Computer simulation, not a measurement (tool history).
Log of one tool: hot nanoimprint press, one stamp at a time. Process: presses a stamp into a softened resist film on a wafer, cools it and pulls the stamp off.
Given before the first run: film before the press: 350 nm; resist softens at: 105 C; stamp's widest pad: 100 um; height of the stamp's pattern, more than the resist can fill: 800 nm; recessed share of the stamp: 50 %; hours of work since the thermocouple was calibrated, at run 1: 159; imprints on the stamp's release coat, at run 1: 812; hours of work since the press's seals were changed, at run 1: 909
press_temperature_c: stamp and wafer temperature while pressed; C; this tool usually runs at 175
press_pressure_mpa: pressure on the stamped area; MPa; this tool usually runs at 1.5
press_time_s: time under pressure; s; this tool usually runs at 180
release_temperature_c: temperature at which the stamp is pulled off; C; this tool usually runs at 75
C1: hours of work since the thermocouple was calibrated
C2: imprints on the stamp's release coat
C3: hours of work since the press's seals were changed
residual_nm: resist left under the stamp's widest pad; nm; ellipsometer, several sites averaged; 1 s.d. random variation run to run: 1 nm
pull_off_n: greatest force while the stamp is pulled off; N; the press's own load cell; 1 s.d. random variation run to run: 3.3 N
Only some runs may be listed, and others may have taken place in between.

{"run": 1, "day": 0.0, "press_temperature_c": 175, "press_pressure_mpa": 1.5, "press_time_s": 180, "release_temperature_c": 75, "C1": 159, "C2": 812, "C3": 909, "residual_nm": 200.8, "pull_off_n": 204}
{"run": 2, "day": 1.562, "press_temperature_c": 175, "press_pressure_mpa": 1.5, "press_time_s": 180, "release_temperature_c": 75, "C1": 179, "C2": 912, "C3": 928, "residual_nm": 200.4, "pull_off_n": 206}
{"run": 3, "day": 2.617, "press_temperature_c": 175, "press_pressure_mpa": 1.5, "press_time_s": 180, "release_temperature_c": 75, "C1": 192, "C2": 980, "C3": 942, "residual_nm": 202, "pull_off_n": 212}
{"run": 4, "day": 4.462, "press_temperature_c": 175, "press_pressure_mpa": 1.5, "press_time_s": 180, "release_temperature_c": 75, "C1": 215, "C2": 1098, "C3": 965, "residual_nm": 203.8, "pull_off_n": 212}
{"run": 5, "day": 5.692, "press_temperature_c": 175, "press_pressure_mpa": 1.5, "press_time_s": 180, "release_temperature_c": 75, "C1": 231, "C2": 1177, "C3": 980, "residual_nm": 201.7, "pull_off_n": 218}
{"run": 6, "day": 7.279, "press_temperature_c": 175, "press_pressure_mpa": 1.5, "press_time_s": 180, "release_temperature_c": 75, "C1": 251, "C2": 1279, "C3": 1000, "residual_nm": 201.2, "pull_off_n": 222}
{"day": 7.862, "done": "stamp cleaned and given a new release coat"}
{"day": 8.142, "done": "plate thermocouple calibrated"}
{"run": 7, "day": 9.292, "press_temperature_c": 176, "press_pressure_mpa": 1.5, "press_time_s": 180, "release_temperature_c": 75, "C1": 14, "C2": 84, "C3": 1021, "residual_nm": 191.4, "pull_off_n": 167}
{"run": 8, "day": 10.396, "press_temperature_c": 175, "press_pressure_mpa": 1.29, "press_time_s": 180, "release_temperature_c": 75, "C1": 28, "C2": 155, "C3": 1035, "residual_nm": 211.5, "pull_off_n": 166}
{"run": 9, "day": 11.888, "press_temperature_c": 175, "press_pressure_mpa": 1.29, "press_time_s": 180, "release_temperature_c": 75, "C1": 47, "C2": 251, "C3": 1053, "residual_nm": 211, "pull_off_n": 168}
{"run": 10, "day": 13.092, "press_temperature_c": 175, "press_pressure_mpa": 1.29, "press_time_s": 180, "release_temperature_c": 75, "C1": 62, "C2": 328, "C3": 1069, "residual_nm": 212.2, "pull_off_n": 175}
{"run": 11, "day": 14.992, "press_temperature_c": 175, "press_pressure_mpa": 1.5, "press_time_s": 180, "release_temperature_c": 75, "C1": 86, "C2": 450, "C3": 1092, "residual_nm": 200.6, "pull_off_n": 176}
{"day": 15.496, "done": "press's hydraulic seals changed and the load cell set to zero"}
{"run": 12, "day": 16.821, "press_temperature_c": 175, "press_pressure_mpa": 1.5, "press_time_s": 180, "release_temperature_c": 75, "C1": 105, "C2": 546, "C3": 17, "residual_nm": 195.6, "pull_off_n": 182}
{"run": 13, "day": 18.125, "press_temperature_c": 175, "press_pressure_mpa": 1.5, "press_time_s": 180, "release_temperature_c": 75, "C1": 121, "C2": 629, "C3": 33, "residual_nm": 194.8, "pull_off_n": 191}
{"run": 14, "day": 19.117, "press_temperature_c": 175, "press_pressure_mpa": 1.5, "press_time_s": 130, "release_temperature_c": 75, "C1": 134, "C2": 693, "C3": 46, "residual_nm": 216.2, "pull_off_n": 195}
{"run": 15, "day": 19.938, "press_temperature_c": 175, "press_pressure_mpa": 1.5, "press_time_s": 130, "release_temperature_c": 75, "C1": 144, "C2": 746, "C3": 56, "residual_nm": 214.8, "pull_off_n": 193}
{"run": 16, "day": 21.45, "press_temperature_c": 175, "press_pressure_mpa": 1.28, "press_time_s": 130, "release_temperature_c": 75, "C1": 163, "C2": 842, "C3": 75, "residual_nm": 229.8, "pull_off_n": 192}
{"run": 17, "day": 22.421, "press_temperature_c": 175, "press_pressure_mpa": 2.39, "press_time_s": 180, "release_temperature_c": 74, "C1": 175, "C2": 905, "C3": 87, "residual_nm": 157.9, "pull_off_n": 199}
{"run": 18, "day": 24.175, "press_temperature_c": 175, "press_pressure_mpa": 2.39, "press_time_s": 180, "release_temperature_c": 74, "C1": 197, "C2": 1017, "C3": 109, "residual_nm": 158.2, "pull_off_n": 211}

The next listed run, before its measurement:
{"run": 19, "day": 25.692, "press_temperature_c": 183, "press_pressure_mpa": 2.17, "press_time_s": 100, "release_temperature_c": 75, "C1": 217, "C2": 1115, "C3": 128, "residual_nm": "?", "pull_off_n": "?"}

Run 19 gave residual_nm 161.6 nm, pull_off_n 210 N.
With the hidden condition absent and the run-to-run variation left alone, this run would have shown residual_nm 157.8 nm, pull_off_n 152 N.
